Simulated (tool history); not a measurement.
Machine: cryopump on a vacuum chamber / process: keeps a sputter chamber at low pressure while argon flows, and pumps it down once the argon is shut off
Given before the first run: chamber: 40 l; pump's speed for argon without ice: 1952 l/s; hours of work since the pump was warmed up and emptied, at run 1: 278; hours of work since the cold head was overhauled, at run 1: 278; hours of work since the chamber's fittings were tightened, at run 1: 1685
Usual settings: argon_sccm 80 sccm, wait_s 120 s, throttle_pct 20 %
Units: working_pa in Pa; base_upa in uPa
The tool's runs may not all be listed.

run   hour  argon_sccm  wait_s  throttle_pct  hours of work since the pump was warmed up and emptied  hours of work since the cold head was overhauled  hours of work since the chamber's fittings were tightened  working_pa  base_upa
  1      0          80     120            20                                                     278                                               278                                                       1685      0.3673      1.88
  2   11.3          80     120            20                                                     285                                               285                                                       1692      0.3629      1.87
  3   21.4          80     120            20                                                     292                                               292                                                       1699      0.3657      1.91
  4   30.9          80     120            20                                                     298                                               298                                                       1705      0.3666      1.93
  5   39.5          80     120            20                                                     304                                               304                                                       1711      0.3694      1.88
  6     47          80     120            20                                                     309                                               309                                                       1716      0.3645       1.9
  7   60.6          80     120            25                                                     318                                               318                                                       1725      0.2972      1.95
  8   73.9          80     120            25                                                     327                                               327                                                       1734      0.2986      1.95
  9   81.3          59     120            26                                                     332                                               332                                                       1739      0.2121      1.92
 10   92.5          59     120            26                                                     339                                               339                                                       1746       0.213      1.93
 11  105.3          59      73            16                                                     348                                               348                                                       1754      0.3369      2.45
 12    119          39      73            51                                                     357                                               357                                                       1764      0.0786      2.36
 13  126.8         135      78            22                                                     362                                               362                                                       1769      0.5708      2.41
 14  138.4          44      63            19                                                     370                                               370                                                       1777      0.2124       2.6
     154.9  -- pump warmed up, emptied and cooled again
 15  155.3          80     116            59                                                       0                                               378                                                       1784      0.1179      1.71

5 ways to go on from here, each from the tool as it stands after run 15. What would each give?
  A  162.9         122      59            60                                                       5                                               383                                                       1789           ?         ?
  B  162.9          68      64            40                                                       5                                               383                                                       1789           ?         ?
  C  162.9          50      30            59                                                       5                                               383                                                       1789           ?         ?
  D  162.9          33      37            20                                                       5                                               383                                                       1789           ?         ?
  E  162.9          89     120            17                                                       5                                               383                                                       1789           ?         ?

run  working_pa  base_upa
  A      0.1749      2.33
  B      0.1497      2.23
  C      0.0736      3.45
  D       0.143      3.06
  E      0.4535      1.62
With no hidden state in the tool, these same runs would have given:
run  working_pa  base_upa
  A      0.1735      1.43
  B      0.1489      1.32
  C       0.073      2.58
  D      0.1426      2.16
  E      0.4525      0.75

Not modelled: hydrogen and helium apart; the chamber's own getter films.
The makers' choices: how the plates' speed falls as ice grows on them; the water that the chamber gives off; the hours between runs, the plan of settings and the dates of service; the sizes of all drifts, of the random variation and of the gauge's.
